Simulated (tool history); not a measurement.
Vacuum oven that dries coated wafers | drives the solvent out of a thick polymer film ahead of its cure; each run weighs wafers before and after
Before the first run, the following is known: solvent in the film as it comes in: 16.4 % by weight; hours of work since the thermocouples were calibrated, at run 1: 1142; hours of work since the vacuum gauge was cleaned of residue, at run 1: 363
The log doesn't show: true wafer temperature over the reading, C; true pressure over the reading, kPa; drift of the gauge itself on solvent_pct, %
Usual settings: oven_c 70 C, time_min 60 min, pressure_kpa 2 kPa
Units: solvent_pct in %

run	day	oven_c	time_min	pressure_kpa	hours of work since the thermocouples were calibrated	hours of work since the vacuum gauge was cleaned of residue	solvent_pct
1	0	70	60	2	1142	363	1.72
2	2.083	70	60	2	1178	399	1.8
3	4.283	70	60	2	1215	436	1.82
4	5.625	70	37	2	1238	459	3.34
5	7.025	70	37	2	1262	483	3.28
6	8.708	70	37	2	1291	512	3.23
7	10.45	70	60	2	1320	541	1.78
8	11.871	70	60	2	1345	566	1.85
9	13.617	70	60	2	1374	595	1.85
10	16.417	67	55	2.81	1422	643	2.92
11	18.908	70	51	2	1464	685	2.35
12	20.162	70	41	2	1486	707	2.92
13	21.946	70	41	2	1516	737	3.08
14	23.783	70	69	3.75	1548	769	2.31

5 ways to go on from here, each from the tool as it stands after run 14. What would each give?
A	25.012	65	33	2	1569	790	?
B	25.012	65	44	1.77	1569	790	?
C	25.012	61	31	2	1569	790	?
D	25.012	70	69	5.09	1569	790	?
E	25.012	70	47	3.75	1569	790	?

run	solvent_pct
A	5.19
B	3.82
C	6.49
D	2.84
E	3.26
Stripped of hidden state, with their random variation kept, the same runs would have yielded:
run	solvent_pct
A	4.55
B	3.22
C	5.83
D	2.41
E	2.75
